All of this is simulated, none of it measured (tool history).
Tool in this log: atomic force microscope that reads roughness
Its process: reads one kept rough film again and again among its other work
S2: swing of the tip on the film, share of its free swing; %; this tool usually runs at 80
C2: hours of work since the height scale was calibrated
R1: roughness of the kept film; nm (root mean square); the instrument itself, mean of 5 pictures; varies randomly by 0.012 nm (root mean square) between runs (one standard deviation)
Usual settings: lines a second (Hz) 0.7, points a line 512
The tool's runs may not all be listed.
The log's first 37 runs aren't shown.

{"run": 38, "hour": 523.6, "lines a second (Hz)": 0.7, "S2": 80, "points a line": 717, "pictures with this tip": 342, "C2": 368, "R1": 2.647}
{"run": 39, "hour": 540.2, "lines a second (Hz)": 0.713, "S2": 58, "points a line": 642, "pictures with this tip": 360, "C2": 377, "R1": 2.783}
{"hour": 543.2, "done": "new tip fitted"}
{"run": 40, "hour": 555.9, "lines a second (Hz)": 0.543, "S2": 60, "points a line": 687, "pictures with this tip": 14, "C2": 386, "R1": 2.847}
{"run": 41, "hour": 572.6, "lines a second (Hz)": 0.543, "S2": 60, "points a line": 687, "pictures with this tip": 33, "C2": 396, "R1": 2.839}
{"run": 42, "hour": 583.0, "lines a second (Hz)": 0.55, "S2": 80, "points a line": 512, "pictures with this tip": 44, "C2": 401, "R1": 2.735}
{"run": 43, "hour": 592.6, "lines a second (Hz)": 0.976, "S2": 76, "points a line": 485, "pictures with this tip": 55, "C2": 407, "R1": 2.7}
{"run": 44, "hour": 603.6, "lines a second (Hz)": 0.976, "S2": 76, "points a line": 485, "pictures with this tip": 67, "C2": 413, "R1": 2.685}
{"run": 45, "hour": 613.1, "lines a second (Hz)": 1.231, "S2": 56, "points a line": 542, "pictures with this tip": 78, "C2": 418, "R1": 2.812}
{"run": 46, "hour": 631.9, "lines a second (Hz)": 0.606, "S2": 81, "points a line": 512, "pictures with this tip": 99, "C2": 429, "R1": 2.733}
{"run": 47, "hour": 650.8, "lines a second (Hz)": 3.157, "S2": 56, "points a line": 512, "pictures with this tip": 120, "C2": 440, "R1": 2.695}
{"run": 48, "hour": 665.0, "lines a second (Hz)": 3.015, "S2": 72, "points a line": 652, "pictures with this tip": 136, "C2": 448, "R1": 2.44}
{"run": 49, "hour": 675.7, "lines a second (Hz)": 1.398, "S2": 66, "points a line": 716, "pictures with this tip": 148, "C2": 454, "R1": 2.722}
{"run": 50, "hour": 691.9, "lines a second (Hz)": 1.398, "S2": 66, "points a line": 716, "pictures with this tip": 166, "C2": 463, "R1": 2.712}
{"run": 51, "hour": 703.7, "lines a second (Hz)": 1.398, "S2": 66, "points a line": 716, "pictures with this tip": 179, "C2": 470, "R1": 2.712}
{"run": 52, "hour": 723.0, "lines a second (Hz)": 0.614, "S2": 80, "points a line": 402, "pictures with this tip": 201, "C2": 481, "R1": 2.71}

Below are 5 alternative next runs, each starting from the tool's condition after run 52. Predict each:
{"run": "A", "hour": 742.6, "lines a second (Hz)": 1.021, "S2": 78, "points a line": 647, "pictures with this tip": 222, "C2": 492, "R1": "?"}
{"run": "B", "hour": 742.6, "lines a second (Hz)": 3.364, "S2": 64, "points a line": 402, "pictures with this tip": 222, "C2": 492, "R1": "?"}
{"run": "C", "hour": 742.6, "lines a second (Hz)": 0.7, "S2": 80, "points a line": 713, "pictures with this tip": 222, "C2": 492, "R1": "?"}
{"run": "D", "hour": 742.6, "lines a second (Hz)": 2.22, "S2": 64, "points a line": 448, "pictures with this tip": 222, "C2": 492, "R1": "?"}
{"run": "E", "hour": 742.6, "lines a second (Hz)": 0.536, "S2": 85, "points a line": 490, "pictures with this tip": 222, "C2": 492, "R1": "?"}

run=A R1=2.642
run=B R1=2.543
run=C R1=2.686
run=D R1=2.607
run=E R1=2.695
Stripped of hidden state, with their random variation kept, the same runs would have yielded:
run=A R1=2.701
run=B R1=2.6
run=C R1=2.746
run=D R1=2.666
run=E R1=2.756
